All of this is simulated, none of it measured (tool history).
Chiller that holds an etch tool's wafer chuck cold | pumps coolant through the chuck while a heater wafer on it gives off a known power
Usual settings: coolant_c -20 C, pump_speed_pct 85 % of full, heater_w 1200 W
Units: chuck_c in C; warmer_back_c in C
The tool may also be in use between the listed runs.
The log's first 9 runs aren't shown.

run   hour  coolant_c  pump_speed_pct  heater_w  hours since the coolant was changed and the channels were flushed  hours since the pump was overhauled  hours since the chiller's thermometer was calibrated  chuck_c  warmer_back_c
 10  266.8        -20              97       889                                                                476                                 1635                                                  2841    -11.7           1.87
 11  286.1        -20              97       889                                                                495                                 1654                                                  2860    -11.8           1.88
 12  317.8        -20              85      1200                                                                527                                 1686                                                  2892     -8.1           2.88
 13  356.4        -20              73      1200                                                                566                                 1724                                                  2931     -7.2            3.4
 14  388.5        -19              85      1200                                                                598                                 1757                                                  2963     -7.2            2.9
 15  409.3        -19              85      1200                                                                619                                 1777                                                  2984     -7.1            2.9
 16  435.4        -19              85      1200                                                                645                                 1803                                                  3010     -7.1           2.84
 17  452.1        -27              71      1249                                                                661                                 1820                                                  3026    -13.4           3.64
 18  475.4        -15              85      1200                                                                685                                 1843                                                  3050     -3.1           2.91
 19  511.3        -15              85      1200                                                                721                                 1879                                                  3086     -3.2           2.91
 20  546.6        -21              70       844                                                                756                                 1915                                                  3121    -11.6            2.5
 21  564.7        -21              70       844                                                                774                                 1933                                                  3139    -11.4           2.46
 22  599.6        -21              70       844                                                                809                                 1968                                                  3174    -11.3           2.52
 23  631.6        -20              79       740                                                                841                                 2000                                                  3206    -12.2           1.95
 24  650.7        -20              93       683                                                                860                                 2019                                                  3225    -13.1            1.5
 25  667.4        -20              93       683                                                                877                                 2035                                                  3242    -13.2           1.51
 26  688.8        -28              95       739                                                                898                                 2057                                                  3263    -20.8           1.57
 27  728.3        -28              79       739                                                                938                                 2096                                                  3302    -19.9           1.97
 28  753.5        -12              81       607                                                                963                                 2122                                                  3328     -5.3           1.58
 29  784.3        -12              81       607                                                                994                                 2152                                                  3359     -5.4           1.54
 30  815.3        -12              81       607                                                               1025                                 2183                                                  3389     -5.5           1.54
 31  831.7        -20              85       867                                                               1041                                 2200                                                  3406    -11.1           2.13

Forecast each of these 4 alternatives for the next run:
  A  859.3        -27              85       867                                                               1069                                 2227                                                  3434        ?              ?
  B  859.3        -29              85       983                                                               1069                                 2227                                                  3434        ?              ?
  C  859.3        -26              85      1218                                                               1069                                 2227                                                  3434        ?              ?
  D  859.3        -18              85      1630                                                               1069                                 2227                                                  3434        ?              ?

run  chuck_c  warmer_back_c
  A      -18           2.12
  B    -18.8           2.42
  C    -13.5           2.99
  D     -1.7           4.04
Without the tool's hidden state the same runs would have given:
run  chuck_c  warmer_back_c
  A    -19.2           2.02
  B    -20.1            2.3
  C      -15           2.85
  D     -3.5           3.85
